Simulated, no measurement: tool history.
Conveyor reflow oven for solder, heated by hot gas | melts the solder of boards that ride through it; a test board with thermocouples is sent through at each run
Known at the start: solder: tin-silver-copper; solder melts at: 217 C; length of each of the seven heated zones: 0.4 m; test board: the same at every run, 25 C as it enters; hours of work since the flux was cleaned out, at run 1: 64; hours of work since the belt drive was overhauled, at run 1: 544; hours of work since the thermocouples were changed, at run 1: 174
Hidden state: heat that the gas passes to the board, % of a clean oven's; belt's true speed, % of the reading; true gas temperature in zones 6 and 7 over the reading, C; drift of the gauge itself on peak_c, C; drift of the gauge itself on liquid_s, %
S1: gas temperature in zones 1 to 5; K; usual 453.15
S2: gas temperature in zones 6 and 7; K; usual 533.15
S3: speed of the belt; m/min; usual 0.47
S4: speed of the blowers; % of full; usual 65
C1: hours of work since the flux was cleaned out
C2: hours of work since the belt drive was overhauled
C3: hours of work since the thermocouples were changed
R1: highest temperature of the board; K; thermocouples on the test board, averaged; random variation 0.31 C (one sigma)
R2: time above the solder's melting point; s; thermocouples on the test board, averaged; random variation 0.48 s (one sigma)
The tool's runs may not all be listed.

run 1 hour=0 | S1=453.15 S2=533.15 S3=0.47 S4=65 | C1=64 C2=544 C3=174 | R1=517.25 R2=69.7
run 2 hour=47.4 | S1=453.15 S2=533.15 S3=0.47 S4=65 | C1=86 C2=566 C3=196 | R1=516.45 R2=70
run 3 hour=128.5 | S1=453.15 S2=533.15 S3=0.47 S4=65 | C1=123 C2=603 C3=234 | R1=516.15 R2=69.5
run 4 hour=185.2 | S1=453.15 S2=533.15 S3=0.47 S4=65 | C1=149 C2=630 C3=260 | R1=515.85 R2=69.6
run 5 hour=237.2 | S1=453.15 S2=533.15 S3=0.47 S4=65 | C1=174 C2=654 C3=284 | R1=515.55 R2=68.4
run 6 hour=323.4 | S1=453.15 S2=533.15 S3=0.47 S4=65 | C1=213 C2=694 C3=324 | R1=514.45 R2=67.1
run 7 hour=408 | S1=453.15 S2=533.15 S3=0.47 S4=65 | C1=252 C2=733 C3=363 | R1=514.45 R2=67.1
run 8 hour=445.8 | S1=442.15 S2=533.15 S3=0.47 S4=65 | C1=270 C2=750 C3=381 | R1=512.15 R2=58.1
run 9 hour=490.1 | S1=442.15 S2=533.15 S3=0.47 S4=65 | C1=290 C2=771 C3=401 | R1=512.25 R2=57.2
-- hour=534.1 flux residue cleaned out of gas plates and filters
run 10 hour=544.3 | S1=442.15 S2=533.15 S3=0.47 S4=65 | C1=5 C2=793 C3=424 | R1=514.65 R2=62.3
run 11 hour=624.4 | S1=442.15 S2=533.15 S3=0.47 S4=65 | C1=42 C2=830 C3=461 | R1=513.95 R2=61.5
run 12 hour=706.4 | S1=442.15 S2=533.15 S3=0.47 S4=65 | C1=80 C2=868 C3=499 | R1=513.35 R2=61
run 13 hour=752.2 | S1=455.15 S2=533.15 S3=0.47 S4=65 | C1=101 C2=890 C3=520 | R1=516.05 R2=70.3
run 14 hour=828.1 | S1=455.15 S2=533.15 S3=0.47 S4=65 | C1=136 C2=925 C3=555 | R1=514.95 R2=69.4
run 15 hour=887.5 | S1=455.15 S2=533.15 S3=0.47 S4=65 | C1=163 C2=952 C3=583 | R1=514.95 R2=69.2
run 16 hour=926 | S1=453.15 S2=533.15 S3=0.44 S4=73 | C1=181 C2=970 C3=600 | R1=517.35 R2=78
run 17 hour=983 | S1=456.15 S2=540.15 S3=0.397 S4=77 | C1=208 C2=996 C3=627 | R1=527.45 R2=101.1
run 18 hour=1052.2 | S1=447.15 S2=540.15 S3=0.522 S4=77 | C1=240 C2=1028 C3=659 | R1=517.45 R2=59.9
run 19 hour=1117 | S1=454.15 S2=533.15 S3=0.47 S4=51 | C1=270 C2=1058 C3=689 | R1=509.95 R2=59.1
-- hour=1208.3 flux residue cleaned out of gas plates and filters
run 20 hour=1208.3 | S1=454.15 S2=527.15 S3=0.47 S4=70 | C1=0 C2=1098 C3=729 | R1=511.95 R2=65.9
run 21 hour=1289.4 | S1=454.15 S2=527.15 S3=0.47 S4=70 | C1=37 C2=1136 C3=766 | R1=511.05 R2=64.8
run 22 hour=1342.3 | S1=454.15 S2=527.15 S3=0.47 S4=70 | C1=62 C2=1160 C3=791 | R1=511.75 R2=64.2
run 23 hour=1410.2 | S1=454.15 S2=527.15 S3=0.47 S4=70 | C1=93 C2=1192 C3=822 | R1=510.45 R2=64
run 24 hour=1463.8 | S1=454.15 S2=524.15 S3=0.47 S4=70 | C1=118 C2=1216 C3=847 | R1=508.05 R2=59.5
run 25 hour=1506.4 | S1=456.15 S2=535.15 S3=0.463 S4=65 | C1=138 C2=1236 C3=867 | R1=517.45 R2=74.1
run 26 hour=1580 | S1=456.15 S2=535.15 S3=0.463 S4=65 | C1=172 C2=1270 C3=901 | R1=516.05 R2=73.9
-- hour=1586 thermocouples of zones 6 and 7 changed
run 27 hour=1637.2 | S1=453.15 S2=544.15 S3=0.47 S4=74 | C1=197 C2=1296 C3=24 | R1=527.95 R2=83.2
run 28 hour=1692.3 | S1=440.15 S2=545.15 S3=0.457 S4=60 | C1=223 C2=1321 C3=49 | R1=524.05 R2=74.1
run 29 hour=1740.7 | S1=440.15 S2=545.15 S3=0.457 S4=60 | C1=245 C2=1343 C3=72 | R1=523.65 R2=72.6
run 30 hour=1802 | S1=440.15 S2=545.15 S3=0.495 S4=58 | C1=274 C2=1372 C3=100 | R1=519.65 R2=62.7

Forecast each of these 3 alternatives for the next run:
run A hour=1840.3 | S1=453.15 S2=525.15 S3=0.47 S4=80 | C1=291 C2=1390 C3=118 | R1=? R2=?
run B hour=1840.3 | S1=453.15 S2=535.15 S3=0.411 S4=70 | C1=291 C2=1390 C3=118 | R1=? R2=?
run C hour=1840.3 | S1=438.15 S2=533.15 S3=0.476 S4=65 | C1=291 C2=1390 C3=118 | R1=? R2=?

run=A R1=511.35 R2=64.7
run=B R1=521.85 R2=90.1
run=C R1=512.55 R2=55.1
Without the tool's hidden state the same runs would have given:
run=A R1=513.55 R2=67.9
run=B R1=523.85 R2=91.3
run=C R1=515.05 R2=58.5
